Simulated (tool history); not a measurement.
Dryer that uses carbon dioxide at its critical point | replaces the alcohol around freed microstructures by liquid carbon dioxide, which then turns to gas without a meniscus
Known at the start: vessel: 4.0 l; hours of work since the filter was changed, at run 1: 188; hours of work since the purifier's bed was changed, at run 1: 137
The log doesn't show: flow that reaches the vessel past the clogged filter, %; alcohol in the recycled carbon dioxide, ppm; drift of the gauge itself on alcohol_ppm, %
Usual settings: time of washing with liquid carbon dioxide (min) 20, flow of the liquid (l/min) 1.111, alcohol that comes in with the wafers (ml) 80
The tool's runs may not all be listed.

| run | hour | time of washing with liquid carbon dioxide (min) | flow of the liquid (l/min) | alcohol that comes in with the wafers (ml) | hours of work since the filter was changed | hours of work since the purifier's bed was changed | alcohol left in the vessel before it's heated (ppm by volume) |
|---|---|---|---|---|---|---|---|
| 1 | 0 | 20 | 1.111 | 80 | 188 | 137 | 283 |
| 2 | 14.8 | 20 | 1.111 | 35 | 198 | 147 | 143 |
| 3 | 25.1 | 17 | 1.111 | 80 | 205 | 155 | 525 |
| 4 | 35 | 20 | 1.111 | 80 | 212 | 162 | 296 |
| 5 | 51.9 | 20 | 1.111 | 80 | 224 | 174 | 323 |
| 6 | 68.2 | 20 | 1.111 | 80 | 236 | 185 | 323 |
| 7 | 79.2 | 20 | 1.111 | 80 | 244 | 193 | 332 |
| 8 | 93 | 20 | 1.111 | 80 | 253 | 203 | 352 |
| 9 | 101.1 | 20 | 1.111 | 80 | 259 | 209 | 344 |
| 10 | 116 | 20 | 1.111 | 117 | 270 | 219 | 501 |
| 11 | 126.7 | 20 | 1.111 | 32 | 277 | 227 | 183 |
| 12 | 134.8 | 20 | 1.39 | 32 | 283 | 232 | 106 |
|  | 136.8 | inlet filter changed |
| 13 | 148.4 | 20 | 1.39 | 32 | 8 | 241 | 77 |
| 14 | 159.3 | 20 | 1.39 | 32 | 16 | 249 | 78 |
| 15 | 170.9 | 20 | 1.39 | 32 | 24 | 257 | 79 |
| 16 | 187.3 | 20 | 1.39 | 32 | 36 | 269 | 86 |
| 17 | 195.1 | 20 | 1.111 | 80 | 41 | 274 | 234 |
| 18 | 203.4 | 20 | 1.111 | 80 | 47 | 280 | 240 |
| 19 | 218.6 | 20 | 1.111 | 80 | 58 | 291 | 246 |
| 20 | 236.1 | 20 | 1.111 | 80 | 70 | 303 | 257 |
| 21 | 247.1 | 20 | 1.111 | 80 | 78 | 311 | 258 |
| 22 | 260.7 | 20 | 1.111 | 80 | 88 | 321 | 255 |
| 23 | 273.9 | 32 | 1.111 | 80 | 97 | 330 | 97 |
| 24 | 283 | 20 | 1.111 | 80 | 103 | 337 | 276 |
| 25 | 300.9 | 15 | 1.13 | 61 | 116 | 349 | 551 |
| 26 | 308.8 | 22 | 1.23 | 48 | 122 | 355 | 133 |
| 27 | 325.7 | 22 | 1.23 | 48 | 134 | 367 | 124 |
| 28 | 333.6 | 22 | 0.89 | 24 | 139 | 372 | 214 |
| 29 | 348 | 14 | 0.67 | 24 | 150 | 383 | 1007 |
| 30 | 363.2 | 14 | 0.67 | 24 | 160 | 393 | 1016 |

Forecast run 31:
| 31 | 380.6 | 20 | 1.75 | 59 | 173 | 406 | ? |

{"run 31": {"alcohol left in the vessel before it's heated (ppm by volume)": 103}}
Without the tool's hidden state the same run would have given alcohol left in the vessel before it's heated (ppm by volume) 5.

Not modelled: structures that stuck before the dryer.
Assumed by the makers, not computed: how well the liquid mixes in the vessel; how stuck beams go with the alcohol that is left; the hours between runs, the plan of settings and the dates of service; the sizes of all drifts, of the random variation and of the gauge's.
